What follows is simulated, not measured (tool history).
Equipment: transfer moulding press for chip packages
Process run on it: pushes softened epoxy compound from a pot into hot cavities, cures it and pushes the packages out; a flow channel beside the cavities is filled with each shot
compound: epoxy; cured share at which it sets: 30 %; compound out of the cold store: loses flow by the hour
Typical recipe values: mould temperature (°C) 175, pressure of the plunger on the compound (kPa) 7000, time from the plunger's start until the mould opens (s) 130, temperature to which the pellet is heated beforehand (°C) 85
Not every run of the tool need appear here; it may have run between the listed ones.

run     day  mould temperature (°C)  pressure of the plunger on the compound (kPa)  time from the plunger's start until the mould opens (s)  temperature to which the pellet is heated beforehand (°C)  incoming compound's hours out of the cold store  length that the compound runs in the flow channel (mm)  greatest force on the pins that push the packages out (N)
  1       0                     175                                           7000                                                      130                                                         85                                             46.2                                                     634                                                        370
  2   0.662                     175                                           7000                                                      130                                                         85                                             16.2                                                     698                                                        419
        1.1  -- cavities cleaned with cleaning compound and waxed
  3   1.229                     175                                           7000                                                      130                                                         85                                             25.2                                                     671                                                        329
  4   2.038                     175                                           7000                                                      130                                                         85                                             46.3                                                     626                                                        374
      2.996  -- cavities cleaned with cleaning compound and waxed
  5   3.058                     175                                           7000                                                      130                                                         85                                             33.9                                                     651                                                        328
  6   3.671                     175                                           7000                                                      116                                                         85                                             11.6                                                     698                                                        411
  7   4.521                     175                                           7000                                                      116                                                         85                                             43.7                                                     623                                                        453
      4.871  -- cavities cleaned with cleaning compound and waxed
  8    5.25                     175                                           7000                                                      116                                                         85                                             29.9                                                     659                                                        406
      6.242  -- mould's thermocouples calibrated
  9   6.375                     175                                           7000                                                      116                                                         85                                             42.3                                                     633                                                        450
      6.879  -- cavities cleaned with cleaning compound and waxed
 10     7.1                     175                                           7000                                                      116                                                         85                                             46.1                                                     625                                                        374
 11   8.129                     175                                           7000                                                      116                                                         85                                             31.5                                                     658                                                        451
        8.8  -- cavities cleaned with cleaning compound and waxed
 12   9.108                     175                                           7000                                                      130                                                         85                                             23.9                                                     665                                                        352
 13    10.3                     175                                           7000                                                      130                                                         85                                             17.5                                                     682                                                        408
     10.742  -- cavities cleaned with cleaning compound and waxed
 14  10.929                     181                                           5300                                                      120                                                         75                                               39                                                     543                                                        314
 15  11.942                     175                                           5430                                                      114                                                         85                                             10.4                                                     615                                                        477
     12.667  -- cavities cleaned with cleaning compound and waxed
 16  12.925                     175                                           7000                                                      130                                                         87                                               26                                                     662                                                        349
 17  14.042                     175                                           7000                                                      128                                                         87                                             31.6                                                     648                                                        386
     14.542  -- cavities cleaned with cleaning compound and waxed
 18   14.85                     171                                           6850                                                      128                                                         87                                               27                                                     664                                                        409
 19  16.033                     167                                           6070                                                      134                                                         77                                             43.8                                                     598                                                        575
     16.458  -- cavities cleaned with cleaning compound and waxed
 20  16.921                     167                                           6070                                                      134                                                         77                                             39.2                                                     606                                                        497
 21  17.621                     175                                           5870                                                      130                                                         76                                               20                                                     612                                                        412

For run 22, what comes out?
     18.392  -- cavities cleaned with cleaning compound and waxed
 22  18.804                     175                                           5870                                                      130                                                         76                                             31.3                                                       ?                                                          ?

length that the compound runs in the flow channel (mm): 593
greatest force on the pins that push the packages out (N): 353
If the tool had no hidden condition, the same run with the same run-to-run variation would have returned length that the compound runs in the flow channel (mm) 613, greatest force on the pins that push the packages out (N) 319.
